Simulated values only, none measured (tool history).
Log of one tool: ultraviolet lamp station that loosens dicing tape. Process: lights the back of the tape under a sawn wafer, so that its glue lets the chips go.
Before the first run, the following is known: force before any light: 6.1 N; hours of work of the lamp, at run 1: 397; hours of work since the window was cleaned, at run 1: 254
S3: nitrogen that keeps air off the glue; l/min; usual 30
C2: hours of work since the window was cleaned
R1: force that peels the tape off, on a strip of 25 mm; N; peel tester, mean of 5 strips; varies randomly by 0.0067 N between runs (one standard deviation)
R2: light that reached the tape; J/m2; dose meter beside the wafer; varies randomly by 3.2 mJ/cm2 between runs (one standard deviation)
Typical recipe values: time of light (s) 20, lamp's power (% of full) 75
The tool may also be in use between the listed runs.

{"run": 1, "day": 0.0, "time of light (s)": 20, "lamp's power (% of full)": 75, "S3": 30, "hours of work of the lamp": 397, "C2": 254, "R1": 0.302, "R2": 4190}
{"run": 2, "day": 0.812, "time of light (s)": 20, "lamp's power (% of full)": 75, "S3": 30, "hours of work of the lamp": 410, "C2": 268, "R1": 0.293, "R2": 4240}
{"run": 3, "day": 1.379, "time of light (s)": 20, "lamp's power (% of full)": 75, "S3": 30, "hours of work of the lamp": 420, "C2": 278, "R1": 0.288, "R2": 4150}
{"run": 4, "day": 2.542, "time of light (s)": 20, "lamp's power (% of full)": 75, "S3": 30, "hours of work of the lamp": 439, "C2": 297, "R1": 0.292, "R2": 4080}
{"run": 5, "day": 3.054, "time of light (s)": 20, "lamp's power (% of full)": 75, "S3": 30, "hours of work of the lamp": 448, "C2": 305, "R1": 0.303, "R2": 4100}
{"run": 6, "day": 4.129, "time of light (s)": 20, "lamp's power (% of full)": 75, "S3": 30, "hours of work of the lamp": 465, "C2": 323, "R1": 0.306, "R2": 4060}
{"run": 7, "day": 5.242, "time of light (s)": 20, "lamp's power (% of full)": 75, "S3": 30, "hours of work of the lamp": 484, "C2": 342, "R1": 0.309, "R2": 4040}
{"run": 8, "day": 6.217, "time of light (s)": 20, "lamp's power (% of full)": 75, "S3": 30, "hours of work of the lamp": 500, "C2": 358, "R1": 0.306, "R2": 3980}
{"run": 9, "day": 7.392, "time of light (s)": 20, "lamp's power (% of full)": 75, "S3": 10, "hours of work of the lamp": 520, "C2": 378, "R1": 0.734, "R2": 3960}
{"run": 10, "day": 8.35, "time of light (s)": 20, "lamp's power (% of full)": 75, "S3": 30, "hours of work of the lamp": 536, "C2": 394, "R1": 0.333, "R2": 3930}
{"run": 11, "day": 9.229, "time of light (s)": 20, "lamp's power (% of full)": 75, "S3": 30, "hours of work of the lamp": 551, "C2": 408, "R1": 0.34, "R2": 3920}
{"run": 12, "day": 10.296, "time of light (s)": 20, "lamp's power (% of full)": 75, "S3": 30, "hours of work of the lamp": 568, "C2": 426, "R1": 0.324, "R2": 3910}
{"run": 13, "day": 11.358, "time of light (s)": 20, "lamp's power (% of full)": 75, "S3": 30, "hours of work of the lamp": 586, "C2": 444, "R1": 0.335, "R2": 3870}
{"run": 14, "day": 11.867, "time of light (s)": 20, "lamp's power (% of full)": 75, "S3": 30, "hours of work of the lamp": 594, "C2": 452, "R1": 0.359, "R2": 3850}
{"day": 11.983, "done": "window cleaned of glue's vapour"}
{"run": 15, "day": 12.717, "time of light (s)": 20, "lamp's power (% of full)": 75, "S3": 30, "hours of work of the lamp": 608, "C2": 12, "R1": 0.36, "R2": 3740}
{"run": 16, "day": 13.908, "time of light (s)": 20, "lamp's power (% of full)": 61, "S3": 30, "hours of work of the lamp": 628, "C2": 32, "R1": 0.55, "R2": 3040}
{"run": 17, "day": 15.075, "time of light (s)": 20, "lamp's power (% of full)": 74, "S3": 30, "hours of work of the lamp": 648, "C2": 52, "R1": 0.374, "R2": 3630}
{"run": 18, "day": 15.642, "time of light (s)": 20, "lamp's power (% of full)": 74, "S3": 30, "hours of work of the lamp": 657, "C2": 61, "R1": 0.385, "R2": 3630}
{"day": 16.354, "done": "window cleaned of glue's vapour, once more"}
{"run": 19, "day": 16.525, "time of light (s)": 20, "lamp's power (% of full)": 72, "S3": 30, "hours of work of the lamp": 671, "C2": 3, "R1": 0.332, "R2": 3890}
{"run": 20, "day": 17.412, "time of light (s)": 20, "lamp's power (% of full)": 75, "S3": 30, "hours of work of the lamp": 686, "C2": 18, "R1": 0.304, "R2": 3990}
{"run": 21, "day": 18.121, "time of light (s)": 20, "lamp's power (% of full)": 75, "S3": 26, "hours of work of the lamp": 698, "C2": 29, "R1": 0.354, "R2": 4010}
{"run": 22, "day": 19.296, "time of light (s)": 20, "lamp's power (% of full)": 75, "S3": 26, "hours of work of the lamp": 718, "C2": 49, "R1": 0.352, "R2": 3920}
{"run": 23, "day": 19.917, "time of light (s)": 10, "lamp's power (% of full)": 75, "S3": 12, "hours of work of the lamp": 728, "C2": 59, "R1": 1.837, "R2": 1970}
{"run": 24, "day": 21.075, "time of light (s)": 14, "lamp's power (% of full)": 70, "S3": 12, "hours of work of the lamp": 747, "C2": 79, "R1": 1.386, "R2": 2580}
{"run": 25, "day": 21.575, "time of light (s)": 14, "lamp's power (% of full)": 70, "S3": 12, "hours of work of the lamp": 756, "C2": 87, "R1": 1.331, "R2": 2510}
{"run": 26, "day": 22.367, "time of light (s)": 18, "lamp's power (% of full)": 70, "S3": 14, "hours of work of the lamp": 769, "C2": 100, "R1": 0.825, "R2": 3260}
{"run": 27, "day": 22.888, "time of light (s)": 20, "lamp's power (% of full)": 87, "S3": 30, "hours of work of the lamp": 777, "C2": 109, "R1": 0.263, "R2": 4470}
{"run": 28, "day": 23.471, "time of light (s)": 17, "lamp's power (% of full)": 87, "S3": 30, "hours of work of the lamp": 787, "C2": 119, "R1": 0.359, "R2": 3760}
{"run": 29, "day": 24.496, "time of light (s)": 22, "lamp's power (% of full)": 77, "S3": 52, "hours of work of the lamp": 804, "C2": 136, "R1": 0.206, "R2": 4260}
{"run": 30, "day": 25.471, "time of light (s)": 18, "lamp's power (% of full)": 61, "S3": 30, "hours of work of the lamp": 820, "C2": 152, "R1": 0.639, "R2": 2710}
{"run": 31, "day": 26.538, "time of light (s)": 13, "lamp's power (% of full)": 88, "S3": 11, "hours of work of the lamp": 838, "C2": 170, "R1": 1.222, "R2": 2840}
{"run": 32, "day": 27.475, "time of light (s)": 13, "lamp's power (% of full)": 88, "S3": 11, "hours of work of the lamp": 854, "C2": 185, "R1": 1.26, "R2": 2830}
{"run": 33, "day": 28.633, "time of light (s)": 20, "lamp's power (% of full)": 88, "S3": 9, "hours of work of the lamp": 873, "C2": 205, "R1": 0.681, "R2": 4320}
{"run": 34, "day": 29.146, "time of light (s)": 20, "lamp's power (% of full)": 88, "S3": 9, "hours of work of the lamp": 882, "C2": 213, "R1": 0.682, "R2": 4280}
{"run": 35, "day": 30.25, "time of light (s)": 20, "lamp's power (% of full)": 88, "S3": 9, "hours of work of the lamp": 900, "C2": 232, "R1": 0.694, "R2": 4250}
{"run": 36, "day": 30.871, "time of light (s)": 26, "lamp's power (% of full)": 73, "S3": 27, "hours of work of the lamp": 910, "C2": 242, "R1": 0.262, "R2": 4540}
{"run": 37, "day": 31.383, "time of light (s)": 23, "lamp's power (% of full)": 80, "S3": 15, "hours of work of the lamp": 919, "C2": 250, "R1": 0.438, "R2": 4370}
{"run": 38, "day": 32.088, "time of light (s)": 27, "lamp's power (% of full)": 75, "S3": 14, "hours of work of the lamp": 931, "C2": 262, "R1": 0.401, "R2": 4850}
{"run": 39, "day": 32.775, "time of light (s)": 24, "lamp's power (% of full)": 72, "S3": 29, "hours of work of the lamp": 942, "C2": 274, "R1": 0.3, "R2": 4110}
{"run": 40, "day": 33.325, "time of light (s)": 40, "lamp's power (% of full)": 95, "S3": 40, "hours of work of the lamp": 951, "C2": 283, "R1": 0.153, "R2": 8920}
{"run": 41, "day": 34.25, "time of light (s)": 29, "lamp's power (% of full)": 95, "S3": 24, "hours of work of the lamp": 967, "C2": 298, "R1": 0.191, "R2": 6470}
{"run": 42, "day": 35.417, "time of light (s)": 12, "lamp's power (% of full)": 86, "S3": 19, "hours of work of the lamp": 986, "C2": 318, "R1": 1.129, "R2": 2400}

Some steps in R1 between neighbouring runs. How much of each would the tool show without its hidden state too (settings, what came in, random variation), and how much is left for the hidden state, with any gauge scatter that isn't in both results?
Hidden state present: lamp's light, % of a new lamp's; light that the window lets through, % of a clean one's; drift of the gauge itself on peel_n, %; drift of the gauge itself on dose_mj_cm2, %.
Run 22 -> 23: time of light (s) 20 -> 10, S3 26 -> 12. R1 +1.485 N: hidden state +0.329, all else +1.156.
Run 26 -> 27: time of light (s) 18 -> 20, lamp's power (% of full) 70 -> 87, S3 14 -> 30. R1 -0.562 N: hidden state -0.226, all else -0.336.
Run 30 -> 31: time of light (s) 18 -> 13, lamp's power (% of full) 61 -> 88, S3 30 -> 11. R1 +0.583 N: hidden state +0.188, all else +0.395.
Run 41 -> 42: time of light (s) 29 -> 12, lamp's power (% of full) 95 -> 86, S3 24 -> 19. R1 +0.938 N: hidden state +0.484, all else +0.454.

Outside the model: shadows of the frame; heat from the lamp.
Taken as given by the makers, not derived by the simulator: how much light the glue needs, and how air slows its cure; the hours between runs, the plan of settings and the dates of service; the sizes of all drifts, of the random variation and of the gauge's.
